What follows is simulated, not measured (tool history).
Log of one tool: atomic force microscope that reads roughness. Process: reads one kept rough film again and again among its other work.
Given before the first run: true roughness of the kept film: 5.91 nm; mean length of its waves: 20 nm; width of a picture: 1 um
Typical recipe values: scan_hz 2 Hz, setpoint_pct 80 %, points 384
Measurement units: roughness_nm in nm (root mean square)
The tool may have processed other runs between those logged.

{"run": 1, "hour": 0.0, "scan_hz": 2, "setpoint_pct": 80, "points": 384, "roughness_nm": 3.68}
{"run": 2, "hour": 44.4, "scan_hz": 2, "setpoint_pct": 80, "points": 384, "roughness_nm": 3.679}
{"hour": 99.6, "done": "new tip fitted"}
{"run": 3, "hour": 104.3, "scan_hz": 2, "setpoint_pct": 75, "points": 384, "roughness_nm": 3.854}
{"run": 4, "hour": 147.9, "scan_hz": 2, "setpoint_pct": 80, "points": 333, "roughness_nm": 3.674}
{"run": 5, "hour": 207.7, "scan_hz": 2, "setpoint_pct": 80, "points": 333, "roughness_nm": 3.687}
{"hour": 246.8, "done": "new tip fitted"}
{"run": 6, "hour": 246.8, "scan_hz": 2, "setpoint_pct": 80, "points": 384, "roughness_nm": 3.705}
{"run": 7, "hour": 326.2, "scan_hz": 2, "setpoint_pct": 80, "points": 384, "roughness_nm": 3.706}
{"hour": 390.5, "done": "new tip fitted"}
{"run": 8, "hour": 400.0, "scan_hz": 2, "setpoint_pct": 80, "points": 384, "roughness_nm": 3.717}
{"run": 9, "hour": 463.7, "scan_hz": 2, "setpoint_pct": 80, "points": 687, "roughness_nm": 3.753}
{"hour": 533.8, "done": "new tip fitted"}
{"run": 10, "hour": 542.0, "scan_hz": 2, "setpoint_pct": 80, "points": 687, "roughness_nm": 3.763}
{"run": 11, "hour": 621.7, "scan_hz": 2, "setpoint_pct": 67, "points": 687, "roughness_nm": 4.096}
{"hour": 681.9, "done": "new tip fitted"}
{"run": 12, "hour": 694.3, "scan_hz": 2, "setpoint_pct": 67, "points": 687, "roughness_nm": 4.125}
{"run": 13, "hour": 738.0, "scan_hz": 2, "setpoint_pct": 67, "points": 687, "roughness_nm": 4.119}
{"run": 14, "hour": 781.2, "scan_hz": 2, "setpoint_pct": 67, "points": 687, "roughness_nm": 4.073}
{"run": 15, "hour": 815.6, "scan_hz": 2, "setpoint_pct": 77, "points": 384, "roughness_nm": 3.807}
{"hour": 829.6, "done": "new tip fitted"}
{"run": 16, "hour": 881.3, "scan_hz": 2.73, "setpoint_pct": 81, "points": 892, "roughness_nm": 3.494}
{"run": 17, "hour": 942.2, "scan_hz": 2.73, "setpoint_pct": 81, "points": 892, "roughness_nm": 3.476}
{"hour": 974.1, "done": "new tip fitted"}
{"run": 18, "hour": 994.5, "scan_hz": 0.79, "setpoint_pct": 80, "points": 355, "roughness_nm": 4.125}

Predict the results of run 19:
{"run": 19, "hour": 1042.8, "scan_hz": 0.79, "setpoint_pct": 80, "points": 355, "roughness_nm": "?"}

roughness_nm: 4.172 nm (root mean square)
Take away the tool's hidden state, keep the run-to-run variation as it was, and the same run would have given roughness_nm 4.177 nm (root mean square).

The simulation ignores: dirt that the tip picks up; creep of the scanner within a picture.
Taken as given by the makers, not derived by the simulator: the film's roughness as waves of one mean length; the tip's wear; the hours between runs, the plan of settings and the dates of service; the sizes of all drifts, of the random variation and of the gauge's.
